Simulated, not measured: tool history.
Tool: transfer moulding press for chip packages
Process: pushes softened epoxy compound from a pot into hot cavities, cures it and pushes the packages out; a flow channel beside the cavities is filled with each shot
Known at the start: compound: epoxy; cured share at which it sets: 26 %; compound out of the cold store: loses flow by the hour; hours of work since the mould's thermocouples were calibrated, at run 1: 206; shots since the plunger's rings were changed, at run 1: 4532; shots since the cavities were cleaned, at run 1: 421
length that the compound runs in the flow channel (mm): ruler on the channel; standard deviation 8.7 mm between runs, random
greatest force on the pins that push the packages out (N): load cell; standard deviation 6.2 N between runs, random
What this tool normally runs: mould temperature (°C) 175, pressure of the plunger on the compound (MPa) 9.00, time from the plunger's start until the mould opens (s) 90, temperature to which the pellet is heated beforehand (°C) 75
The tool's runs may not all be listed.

run	day	mould temperature (°C)	pressure of the plunger on the compound (MPa)	time from the plunger's start until the mould opens (s)	temperature to which the pellet is heated beforehand (°C)	hours of work since the mould's thermocouples were calibrated	shots since the plunger's rings were changed	shots since the cavities were cleaned	incoming compound's hours out of the cold store	length that the compound runs in the flow channel (mm)	greatest force on the pins that push the packages out (N)
1	0.000	175	9.00	90	75	206	4532	421	17.0	973	383
2	0.617	175	9.00	90	72	216	4727	616	18.0	950	431
3	1.121	175	9.00	90	75	223	4888	777	40.9	799	456
# day 1.442: cavities cleaned with cleaning compound and waxed
4	2.221	175	9.00	90	68	239	5216	246	16.5	961	334
5	3.246	175	9.00	90	75	254	5541	571	23.7	911	439
# day 4.200: cavities cleaned with cleaning compound and waxed
6	4.408	175	9.00	128	75	271	5890	66	38.2	800	252
7	5.512	175	9.00	128	75	288	6240	416	42.4	771	367
8	6.633	175	9.00	128	75	305	6594	770	44.2	763	416
# day 7.008: cavities cleaned with cleaning compound and waxed
# day 7.338: plunger's sealing rings changed
9	7.338	175	10.71	128	75	313	0	71	12.3	1138	255
10	7.967	175	10.71	89	75	322	199	270	47.4	863	348
# day 8.608: mould's thermocouples calibrated
11	8.783	175	10.71	89	75	3	432	503	41.1	901	428
12	9.712	175	10.71	89	75	17	726	797	30.4	987	447
# day 9.946: cavities cleaned with cleaning compound and waxed
13	10.421	175	9.00	76	75	26	930	150	44.9	812	357
14	11.071	175	9.00	76	75	36	1136	356	28.2	917	468
15	11.608	181	8.49	90	79	44	1306	526	27.0	868	397
# day 12.742: cavities cleaned with cleaning compound and waxed
16	12.800	177	9.55	90	75	62	1664	19	31.0	915	248
17	13.304	168	10.30	87	81	69	1825	180	37.2	933	475
18	14.242	168	10.30	87	79	83	2121	476	42.6	896	558
# day 15.492: cavities cleaned with cleaning compound and waxed
19	15.492	168	10.30	87	79	101	2497	0	40.5	917	329
20	16.492	168	10.30	87	79	116	2814	317	25.7	1010	526
21	17.317	168	10.30	87	79	129	3075	578	19.1	1070	653
# day 18.238: cavities cleaned with cleaning compound and waxed
22	18.275	172	7.36	105	70	142	3360	13	8.9	957	251
23	19.379	175	9.82	90	73	159	3710	363	16.2	1020	392
24	20.533	175	8.59	80	75	177	4075	728	21.1	930	504
# day 21.025: cavities cleaned with cleaning compound and waxed
25	21.717	175	9.00	90	83	194	4431	220	34.6	831	339
26	22.362	175	9.00	90	77	203	4635	424	25.7	901	403
27	23.425	175	9.00	90	77	219	4971	760	35.5	837	447
# day 23.804: cavities cleaned with cleaning compound and waxed
28	24.188	175	9.00	100	75	230	5193	122	40.7	794	300

Each row is a separate what-if for the run after 28, all from the same tool condition, not one after another. Results?
A	24.808	175	9.00	98	75	239	5390	319	14.3	?	?
B	24.808	175	8.23	94	75	239	5390	319	43.0	?	?
C	24.808	170	6.95	111	75	239	5390	319	25.4	?	?
D	24.808	175	7.12	129	84	239	5390	319	35.8	?	?

run	length that the compound runs in the flow channel (mm)	greatest force on the pins that push the packages out (N)
A	991	359
B	750	352
C	802	372
D	739	354
With no hidden state in the tool, these same runs would have given:
run	length that the compound runs in the flow channel (mm)	greatest force on the pins that push the packages out (N)
A	1051	226
B	795	221
C	851	235
D	783	223
